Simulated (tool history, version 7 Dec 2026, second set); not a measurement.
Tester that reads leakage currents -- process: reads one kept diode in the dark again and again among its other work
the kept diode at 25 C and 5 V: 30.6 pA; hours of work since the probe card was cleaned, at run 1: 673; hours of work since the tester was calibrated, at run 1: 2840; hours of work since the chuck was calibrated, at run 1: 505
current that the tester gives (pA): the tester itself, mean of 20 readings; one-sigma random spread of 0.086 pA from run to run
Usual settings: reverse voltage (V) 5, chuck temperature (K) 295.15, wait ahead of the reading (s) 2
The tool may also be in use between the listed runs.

run	hour	reverse voltage (V)	chuck temperature (K)	wait ahead of the reading (s)	hours of work since the probe card was cleaned	hours of work since the tester was calibrated	hours of work since the chuck was calibrated	current that the tester gives (pA)
1	0	5	295.15	2	673	2840	505	22.63
2	126.8	5	295.15	2	771	2937	602	22.62
# hour 228.2: chuck's temperature calibrated
3	255.9	1.98	295.15	2	868	3035	21	15.89
4	342.3	1.98	295.15	2	935	3101	88	15.78
5	541	1.98	295.15	2	1088	3254	241	15.39
# hour 570: probe card cleaned and baked
6	641.1	5	295.15	2	55	3329	315	20.66
7	803.6	5	295.15	2	180	3454	440	20.44
# hour 973: tester calibrated
8	1013.7	5	295.15	2	340	31	600	20.84
# hour 1123: chuck's temperature calibrated
9	1176.3	5	295.15	0.95	463	155	41	26.05
10	1292.4	9.76	295.15	2	553	244	130	37.58
11	1473.7	9.76	295.15	2	692	384	270	37.88
12	1651	9.76	295.15	2	828	520	406	38.17
13	1856.7	9.76	295.15	2	987	678	564	38.48
# hour 2009.2: probe card cleaned and baked
# hour 2011.2: chuck's temperature calibrated
14	2024.9	5	295.15	2	11	804	11	22.8
15	2207.1	5	310.15	2	151	944	151	87.43
16	2302.3	5	324.15	2	224	1017	224	277.18
17	2439.1	5	324.15	4.78	329	1122	329	268.24
18	2542.1	5	324.15	4.78	408	1201	408	262.93
19	2663.9	1.69	324.15	4.78	502	1295	502	146.92
20	2845.2	16.37	323.15	0.3	641	1435	641	425.51
# hour 2893.7: chuck's temperature calibrated
21	3029	16.37	323.15	0.3	781	1574	104	503.42
22	3119.2	4.2	314.15	4.12	851	1644	173	117.44
23	3290.9	5	293.15	4.63	983	1776	305	23.18
# hour 3453.3: probe card cleaned and baked
24	3457.5	1.91	294.15	6.93	3	1902	431	11.01
25	3573.3	5	294.15	3.05	92	1991	520	17.84
26	3665.1	5	294.15	3.05	163	2061	591	17.99
# hour 3783.1: chuck's temperature calibrated
27	3850.2	5	327.15	2.26	304	2202	52	371.19
28	3969.3	1.9	295.15	0.4	395	2294	143	14.36
29	4056.7	1.05	295.15	1.95	463	2361	210	10.18
30	4155.6	16.15	310.15	0.68	539	2437	287	161.75
31	4304.6	16.15	310.15	0.68	653	2552	401	158.88
32	4398.3	16.15	294.15	2.08	725	2624	473	46.45
33	4532.5	5	295.15	0.54	829	2727	576	24.08
# hour 4663.9: chuck's temperature calibrated
34	4697.6	5.93	332.15	2.09	954	2852	26	600.26
35	4809.2	5.93	332.15	2.09	1040	2938	112	590.5

How would selected steps in current that the tester gives (pA) from run to run divide? Give the signed amount a tool lacking its hidden state would still show from settings, what came in and random variation, and the signed amount left for the hidden state, including any gauge scatter that is not in both of the compared results.
Hidden state present: stray current of the dirty probe card, pA a volt; current scale over the true one, %; true chuck temperature over the reading, C; drift of the gauge itself on leakage_pa, %.
Run 19 -> 20: reverse voltage (V) 1.69 -> 16.37, chuck temperature (K) 324.15 -> 323.15, wait ahead of the reading (s) 4.78 -> 0.3. current that the tester gives (pA) +278.59: hidden state -56.48, all else +335.07.
Run 20 -> 21: chuck's temperature calibrated. current that the tester gives (pA) +77.91: hidden state +78.8, all else -0.89.
Run 21 -> 22: reverse voltage (V) 16.37 -> 4.2, chuck temperature (K) 323.15 -> 314.15, wait ahead of the reading (s) 0.3 -> 4.12. current that the tester gives (pA) -385.98: hidden state +0.45, all else -386.43.
Run 27 -> 28: reverse voltage (V) 5 -> 1.9, chuck temperature (K) 327.15 -> 295.15, wait ahead of the reading (s) 2.26 -> 0.4. current that the tester gives (pA) -356.83: hidden state +9.21, all else -366.04.
Run 31 -> 32: chuck temperature (K) 310.15 -> 294.15, wait ahead of the reading (s) 0.68 -> 2.08. current that the tester gives (pA) -112.43: hidden state +17.48, all else -129.91.
Run 33 -> 34: reverse voltage (V) 5 -> 5.93, chuck temperature (K) 295.15 -> 332.15, wait ahead of the reading (s) 0.54 -> 2.09, chuck's temperature calibrated. current that the tester gives (pA) +576.18: hidden state -9.23, all else +585.41.

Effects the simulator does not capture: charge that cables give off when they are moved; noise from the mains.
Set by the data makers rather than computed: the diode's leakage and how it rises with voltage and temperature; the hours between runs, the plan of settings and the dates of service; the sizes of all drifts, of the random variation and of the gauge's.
